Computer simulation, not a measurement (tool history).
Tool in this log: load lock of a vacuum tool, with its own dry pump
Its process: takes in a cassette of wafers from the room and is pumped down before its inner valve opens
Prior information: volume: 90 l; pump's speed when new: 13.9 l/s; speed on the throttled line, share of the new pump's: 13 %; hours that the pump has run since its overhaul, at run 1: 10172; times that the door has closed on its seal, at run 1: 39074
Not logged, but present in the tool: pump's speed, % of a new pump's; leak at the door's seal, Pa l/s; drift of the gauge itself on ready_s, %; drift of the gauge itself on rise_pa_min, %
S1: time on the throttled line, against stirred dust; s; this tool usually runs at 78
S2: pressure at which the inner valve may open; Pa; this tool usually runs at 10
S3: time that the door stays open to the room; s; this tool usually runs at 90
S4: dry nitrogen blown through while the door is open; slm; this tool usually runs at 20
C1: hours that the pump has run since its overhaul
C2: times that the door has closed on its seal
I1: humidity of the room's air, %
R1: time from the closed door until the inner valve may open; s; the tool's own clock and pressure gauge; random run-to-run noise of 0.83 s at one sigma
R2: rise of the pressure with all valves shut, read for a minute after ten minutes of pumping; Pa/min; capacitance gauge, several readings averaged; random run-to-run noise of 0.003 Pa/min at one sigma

Run 1, hour 0: usual settings; C1 10172; C2 39074; I1 47.4. Result: R1 134.8 s, R2 0.218 Pa/min.
Run 2, hour 359.6: usual settings but S4 24 slm; C1 10531; C2 40455; I1 42.3. Result: R1 135.8 s, R2 0.234 Pa/min.
Run 3, hour 540.2: usual settings; C1 10712; C2 41149; I1 44.5. Result: R1 134.9 s, R2 0.236 Pa/min.
Run 4, hour 907.1: usual settings but S1 111 s; C1 11079; C2 42558; I1 44.9. Result: R1 162.2 s, R2 0.236 Pa/min.
Run 5, hour 1232.6: usual settings but S1 111 s; C1 11404; C2 43809; I1 43. Result: R1 163 s, R2 0.253 Pa/min.
Run 6, hour 1461.1: usual settings; C1 11633; C2 44687; I1 45. Result: R1 134.4 s, R2 0.26 Pa/min.
Run 7, hour 1716.1: usual settings; C1 11888; C2 45666; I1 49.7. Result: R1 135.3 s, R2 0.278 Pa/min.
Run 8, hour 2059.1: usual settings; C1 12231; C2 46984; I1 45.9. Result: R1 135 s, R2 0.279 Pa/min.
Run 9, hour 2323.9: usual settings; C1 12496; C2 48001; I1 44. Result: R1 133.9 s, R2 0.285 Pa/min.
Run 10, hour 2511.6: usual settings but S4 18 slm; C1 12683; C2 48722; I1 44.3. Result: R1 135.1 s, R2 0.291 Pa/min.
Run 11, hour 2824.8: usual settings but S3 121 s; C1 12997; C2 49925; I1 44.8. Result: R1 136.1 s, R2 0.294 Pa/min.
Run 12, hour 3194.7: usual settings; C1 13366; C2 51346; I1 44.1. Result: R1 135.4 s, R2 0.315 Pa/min.
Run 13, hour 3490.7: usual settings; C1 13662; C2 52483; I1 48.8. Result: R1 136 s, R2 0.326 Pa/min.
Run 14, hour 3724.9: usual settings; C1 13897; C2 53383; I1 41.8. Result: R1 135.4 s, R2 0.324 Pa/min.
At hour 3829.7: dry pump taken out, an overhauled one fitted.
Run 15, hour 4126.6: usual settings but S1 103 s; C1 297; C2 54903; I1 46.4. Result: R1 148.4 s, R2 0.337 Pa/min.
Run 16, hour 4376.6: usual settings but S1 103 s; C1 547; C2 55863; I1 48.9. Result: R1 152.6 s, R2 0.349 Pa/min.
Run 17, hour 4632.1: usual settings but S1 127 s; C1 802; C2 56845; I1 47.6. Result: R1 173 s, R2 0.36 Pa/min.
Run 18, hour 4920.6: usual settings but S1 127 s; C1 1091; C2 57953; I1 45.7. Result: R1 172.6 s, R2 0.377 Pa/min.
Run 19, hour 5266.2: usual settings but S1 127 s; C1 1436; C2 59281; I1 44.8. Result: R1 171.6 s, R2 0.375 Pa/min.
Run 20, hour 5562.3: usual settings but S2 15 Pa, S3 76 s, S4 19 slm; C1 1733; C2 60418; I1 45.8. Result: R1 126.6 s, R2 0.396 Pa/min.
Run 21, hour 5908.7: usual settings but S2 15 Pa, S3 76 s, S4 19 slm; C1 2079; C2 61749; I1 43.7. Result: R1 127.6 s, R2 0.398 Pa/min.
Run 22, hour 6319.4: usual settings but S3 123 s; C1 2490; C2 63326; I1 41.2. Result: R1 130.6 s, R2 0.423 Pa/min.
Run 23, hour 6603.4: usual settings but S3 49 s; C1 2774; C2 64417; I1 43.1. Result: R1 129 s, R2 0.429 Pa/min.
Run 24, hour 6899.1: usual settings but S2 17 Pa, S3 38 s; C1 3069; C2 65553; I1 46.9. Result: R1 126.2 s, R2 0.435 Pa/min.
Run 25, hour 7247.1: usual settings but S1 71 s, S3 87 s, S4 10 slm; C1 3417; C2 66890; I1 44.8. Result: R1 124.4 s, R2 0.464 Pa/min.
Run 26, hour 7630.7: usual settings but S1 71 s, S2 11 Pa, S3 87 s, S4 10 slm; C1 3801; C2 68364; I1 44.3. Result: R1 125.1 s, R2 0.472 Pa/min.
Run 27, hour 8005: usual settings but S1 128 s, S2 9 Pa, S3 49 s; C1 4175; C2 69801; I1 42.8. Result: R1 174.4 s, R2 0.471 Pa/min.
Run 28, hour 8236.2: usual settings but S1 128 s, S2 9 Pa, S3 49 s; C1 4406; C2 70690; I1 43.3. Result: R1 171.9 s, R2 0.493 Pa/min.
Run 29, hour 8617.3: usual settings but S1 128 s, S2 9 Pa, S3 49 s; C1 4788; C2 72154; I1 44.9. Result: R1 175.6 s, R2 0.502 Pa/min.
Run 30, hour 8854.3: usual settings but S1 128 s, S2 9 Pa, S3 49 s; C1 5025; C2 73064; I1 44.4. Result: R1 176.2 s, R2 0.507 Pa/min.
At hour 9206: door's seal changed, seat wiped.
Run 31, hour 9206: usual settings but S1 97 s, S2 11 Pa, S3 206 s, S4 14 slm; C1 5375; C2 0; I1 47.2. Result: R1 146.8 s, R2 0.045 Pa/min.
Run 32, hour 9493.3: usual settings but S1 97 s, S2 11 Pa, S3 206 s, S4 14 slm; C1 5662; C2 1104; I1 42.5. Result: R1 148.6 s, R2 0.05 Pa/min.
Run 33, hour 9691.3: usual settings but S1 146 s, S4 9 slm; C1 5860; C2 1865; I1 46.2. Result: R1 191.2 s, R2 0.041 Pa/min.
Run 34, hour 10065.3: usual settings but S1 146 s, S4 9 slm; C1 6234; C2 3301; I1 45.4. Result: R1 192.5 s, R2 0.042 Pa/min.
Run 35, hour 10469.9: usual settings but S1 89 s, S4 5 slm; C1 6639; C2 4856; I1 41.2. Result: R1 141.5 s, R2 0.046 Pa/min.
Run 36, hour 10698.4: usual settings but S3 125 s, S4 10 slm; C1 6867; C2 5733; I1 46.1. Result: R1 132.9 s, R2 0.049 Pa/min.

Measured less the same run without the tool's hidden state. The same run-to-run variation is in both; the gauge's scatter may not be:
run    R1      R2
  1  +5.8  +0.193
  2    +6  +0.207
  3  +6.1   +0.21
  4  +5.7  +0.212
  5  +5.9  +0.224
  6  +6.7  +0.232
  7  +6.9  +0.241
  8  +7.1  +0.248
  9  +7.2  +0.254
 10  +7.4  +0.263
 11  +7.6  +0.269
 12  +7.8  +0.287
 13  +8.1  +0.294
 14  +8.2    +0.3
 15  +0.6  +0.309
 16  +0.7  +0.318
 17  +0.7  +0.329
 18  +0.7  +0.343
 19    +1  +0.351
 20  +1.2  +0.365
 21  +1.4   +0.37
 22  +1.7  +0.391
 23  +1.8  +0.402
 24  +1.8   +0.41
 25  +2.2  +0.429
 26  +2.4  +0.438
 27  +2.4  +0.456
 28  +2.5  +0.471
 29  +2.7  +0.477
 30  +2.8  +0.488
 31  +3.1      +0
 32  +3.3  +0.002
 33  +2.9  +0.004
 34    +3  +0.008
 35    +4  +0.011
 36    +4  +0.012
